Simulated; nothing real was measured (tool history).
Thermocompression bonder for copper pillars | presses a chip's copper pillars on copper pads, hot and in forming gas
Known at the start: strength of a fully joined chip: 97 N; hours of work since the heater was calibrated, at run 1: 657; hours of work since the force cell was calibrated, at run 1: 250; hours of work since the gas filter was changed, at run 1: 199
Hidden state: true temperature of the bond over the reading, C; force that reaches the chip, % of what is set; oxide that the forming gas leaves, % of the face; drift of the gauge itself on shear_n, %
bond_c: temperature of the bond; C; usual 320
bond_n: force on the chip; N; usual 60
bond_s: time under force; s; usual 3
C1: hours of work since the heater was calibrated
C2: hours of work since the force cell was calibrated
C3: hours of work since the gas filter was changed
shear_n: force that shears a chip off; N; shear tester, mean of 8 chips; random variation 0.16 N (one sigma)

Run 1, day 0: usual settings; C1 657; C2 250; C3 199. Result: shear_n 72.5 N.
Run 2, day 0.592: usual settings; C1 666; C2 259; C3 208. Result: shear_n 72.5 N.
Run 3, day 0.867: usual settings; C1 670; C2 263; C3 212. Result: shear_n 72.6 N.
Run 4, day 1.146: usual settings; C1 674; C2 267; C3 216. Result: shear_n 72.7 N.
Run 5, day 1.746: usual settings; C1 683; C2 276; C3 225. Result: shear_n 72.3 N.
Run 6, day 2.233: usual settings; C1 690; C2 284; C3 232. Result: shear_n 72.5 N.
Run 7, day 2.808: usual settings; C1 699; C2 292; C3 241. Result: shear_n 72.4 N.
At day 2.925: force cell calibrated.
Run 8, day 3.454: usual settings but bond_n 48 N; C1 707; C2 8; C3 249. Result: shear_n 60.9 N.
Run 9, day 3.858: usual settings but bond_n 48 N; C1 713; C2 14; C3 255. Result: shear_n 60.9 N.
At day 4.067: force cell calibrated, once more.
Run 10, day 4.229: usual settings but bond_n 48 N; C1 718; C2 2; C3 260. Result: shear_n 61.8 N.
Run 11, day 4.679: usual settings but bond_n 40 N, bond_s 2 s; C1 725; C2 9; C3 267. Result: shear_n 45.8 N.
Run 12, day 4.983: usual settings but bond_c 322 C, bond_n 65 N, bond_s 5 s; C1 729; C2 14; C3 271. Result: shear_n 84 N.
Run 13, day 5.462: usual settings but bond_c 322 C, bond_s 2 s; C1 736; C2 21; C3 278. Result: shear_n 66.9 N.
Run 14, day 6.033: usual settings but bond_c 322 C, bond_s 4 s; C1 745; C2 29; C3 287. Result: shear_n 77.6 N.
Run 15, day 6.608: usual settings but bond_c 322 C, bond_s 4 s; C1 753; C2 38; C3 295. Result: shear_n 77.7 N.
Run 16, day 7.175: usual settings but bond_s 2 s; C1 762; C2 46; C3 304. Result: shear_n 65.8 N.
Run 17, day 7.746: usual settings but bond_s 2 s; C1 770; C2 55; C3 312. Result: shear_n 65.9 N.
Run 18, day 8.267: usual settings but bond_s 2 s; C1 778; C2 62; C3 320. Result: shear_n 65.8 N.
Run 19, day 8.729: usual settings but bond_s 2 s; C1 785; C2 69; C3 327. Result: shear_n 65.9 N.
At day 8.842: forming gas filter changed.
Run 20, day 9.017: usual settings but bond_c 292 C, bond_n 44 N, bond_s 2 s; C1 789; C2 73; C3 3. Result: shear_n 40 N.

Hidden state or all else? Some run-to-run changes of shear_n, split into what the settings, what came in and random variation would give without the hidden state, and what is left for the hidden state (with any gauge scatter that isn't in both results):
Run 11 -> 12: bond_c 320 -> 322, bond_n 40 -> 65, bond_s 2 -> 5. shear_n +38.2 N: hidden state -1.8, all else +40.
Run 19 -> 20: bond_c 320 -> 292, bond_n 60 -> 44, forming gas filter changed. shear_n -25.9 N: hidden state +2.1, all else -28.
